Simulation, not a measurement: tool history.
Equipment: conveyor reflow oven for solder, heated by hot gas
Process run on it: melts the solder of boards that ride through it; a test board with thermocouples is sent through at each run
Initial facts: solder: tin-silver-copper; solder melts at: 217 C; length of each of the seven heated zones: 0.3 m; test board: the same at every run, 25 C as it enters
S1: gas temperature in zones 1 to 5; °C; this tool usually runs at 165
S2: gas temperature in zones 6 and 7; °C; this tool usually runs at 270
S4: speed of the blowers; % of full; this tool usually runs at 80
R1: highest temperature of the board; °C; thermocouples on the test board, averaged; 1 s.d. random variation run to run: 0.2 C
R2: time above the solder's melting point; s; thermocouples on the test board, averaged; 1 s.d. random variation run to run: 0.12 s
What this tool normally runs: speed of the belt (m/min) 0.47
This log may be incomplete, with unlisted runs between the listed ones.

{"run": 1, "hour": 0.0, "S1": 165, "S2": 270, "speed of the belt (m/min)": 0.47, "S4": 80, "R1": 255.3, "R2": 58.3}
{"run": 2, "hour": 20.1, "S1": 165, "S2": 270, "speed of the belt (m/min)": 0.47, "S4": 80, "R1": 255.3, "R2": 58}
{"run": 3, "hour": 58.2, "S1": 165, "S2": 270, "speed of the belt (m/min)": 0.47, "S4": 80, "R1": 255.2, "R2": 58.1}
{"run": 4, "hour": 81.4, "S1": 165, "S2": 269, "speed of the belt (m/min)": 0.47, "S4": 80, "R1": 254, "R2": 57.6}
{"run": 5, "hour": 116.7, "S1": 165, "S2": 270, "speed of the belt (m/min)": 0.47, "S4": 80, "R1": 255.3, "R2": 58.1}
{"run": 6, "hour": 146.1, "S1": 165, "S2": 270, "speed of the belt (m/min)": 0.47, "S4": 80, "R1": 254.8, "R2": 58}
{"run": 7, "hour": 166.7, "S1": 165, "S2": 270, "speed of the belt (m/min)": 0.47, "S4": 80, "R1": 254.8, "R2": 57.8}
{"run": 8, "hour": 194.6, "S1": 165, "S2": 270, "speed of the belt (m/min)": 0.47, "S4": 80, "R1": 254.9, "R2": 57.8}
{"run": 9, "hour": 232.6, "S1": 165, "S2": 270, "speed of the belt (m/min)": 0.47, "S4": 80, "R1": 254.5, "R2": 57.5}
{"run": 10, "hour": 251.1, "S1": 165, "S2": 270, "speed of the belt (m/min)": 0.47, "S4": 58, "R1": 250.4, "R2": 53.4}
{"run": 11, "hour": 271.3, "S1": 165, "S2": 270, "speed of the belt (m/min)": 0.47, "S4": 58, "R1": 250.2, "R2": 53.4}
{"run": 12, "hour": 297.4, "S1": 165, "S2": 270, "speed of the belt (m/min)": 0.47, "S4": 58, "R1": 250.2, "R2": 53.3}
{"hour": 315.8, "done": "flux residue cleaned out of gas plates and filters"}
{"run": 13, "hour": 341.2, "S1": 165, "S2": 270, "speed of the belt (m/min)": 0.47, "S4": 58, "R1": 251, "R2": 54.1}
{"run": 14, "hour": 365.3, "S1": 165, "S2": 270, "speed of the belt (m/min)": 0.47, "S4": 58, "R1": 251.3, "R2": 54}
{"run": 15, "hour": 403.6, "S1": 165, "S2": 270, "speed of the belt (m/min)": 0.475, "S4": 80, "R1": 254.8, "R2": 57.3}
{"run": 16, "hour": 436.1, "S1": 153, "S2": 281, "speed of the belt (m/min)": 0.47, "S4": 78, "R1": 262.7, "R2": 59.5}
{"run": 17, "hour": 451.8, "S1": 167, "S2": 271, "speed of the belt (m/min)": 0.382, "S4": 73, "R1": 260.3, "R2": 77.9}
{"run": 18, "hour": 479.9, "S1": 158, "S2": 271, "speed of the belt (m/min)": 0.505, "S4": 52, "R1": 245.4, "R2": 43}
{"hour": 486.6, "done": "belt drive overhauled, speed set with a stopwatch"}
{"run": 19, "hour": 513.6, "S1": 153, "S2": 269, "speed of the belt (m/min)": 0.41, "S4": 58, "R1": 252.1, "R2": 60.9}
{"run": 20, "hour": 532.5, "S1": 153, "S2": 269, "speed of the belt (m/min)": 0.41, "S4": 58, "R1": 252.1, "R2": 60.9}
{"run": 21, "hour": 550.2, "S1": 165, "S2": 270, "speed of the belt (m/min)": 0.521, "S4": 61, "R1": 247.6, "R2": 45.4}
{"hour": 572.9, "done": "thermocouples of zones 6 and 7 changed"}
{"run": 22, "hour": 588.9, "S1": 165, "S2": 270, "speed of the belt (m/min)": 0.485, "S4": 84, "R1": 255.4, "R2": 56.6}
{"run": 23, "hour": 613.9, "S1": 165, "S2": 270, "speed of the belt (m/min)": 0.485, "S4": 77, "R1": 254, "R2": 55.7}
{"hour": 647.5, "done": "flux residue cleaned out of gas plates and filters"}
{"run": 24, "hour": 650.4, "S1": 165, "S2": 270, "speed of the belt (m/min)": 0.477, "S4": 53, "R1": 250.5, "R2": 53}
{"run": 25, "hour": 686.2, "S1": 165, "S2": 270, "speed of the belt (m/min)": 0.477, "S4": 53, "R1": 250.5, "R2": 52.9}
{"hour": 699.6, "done": "belt drive overhauled, speed set with a stopwatch, once more"}
{"run": 26, "hour": 711.4, "S1": 165, "S2": 270, "speed of the belt (m/min)": 0.477, "S4": 53, "R1": 249.3, "R2": 50.6}
{"run": 27, "hour": 745.8, "S1": 165, "S2": 270, "speed of the belt (m/min)": 0.47, "S4": 75, "R1": 254.6, "R2": 56.7}
{"run": 28, "hour": 779.7, "S1": 175, "S2": 274, "speed of the belt (m/min)": 0.446, "S4": 75, "R1": 260.8, "R2": 67.5}
{"run": 29, "hour": 818.6, "S1": 156, "S2": 283, "speed of the belt (m/min)": 0.399, "S4": 75, "R1": 270.5, "R2": 75}
{"run": 30, "hour": 840.7, "S1": 156, "S2": 283, "speed of the belt (m/min)": 0.399, "S4": 75, "R1": 270, "R2": 75}

4 ways to go on from here, each from the tool as it stands after run 30. What would each give?
{"run": "A", "hour": 878.9, "S1": 156, "S2": 274, "speed of the belt (m/min)": 0.483, "S4": 66, "R1": "?", "R2": "?"}
{"run": "B", "hour": 878.9, "S1": 165, "S2": 277, "speed of the belt (m/min)": 0.47, "S4": 82, "R1": "?", "R2": "?"}
{"run": "C", "hour": 878.9, "S1": 150, "S2": 282, "speed of the belt (m/min)": 0.47, "S4": 80, "R1": "?", "R2": "?"}
{"run": "D", "hour": 878.9, "S1": 168, "S2": 260, "speed of the belt (m/min)": 0.399, "S4": 65, "R1": "?", "R2": "?"}

run=A R1=253.5 R2=51.1
run=B R1=261.7 R2=61.2
run=C R1=263.9 R2=58.1
run=D R1=248.5 R2=64
With the hidden condition removed and each run's random variation left untouched, the same runs would have given:
run=A R1=254.9 R2=52.1
run=B R1=263.2 R2=62
run=C R1=265.5 R2=58.9
run=D R1=249.7 R2=65
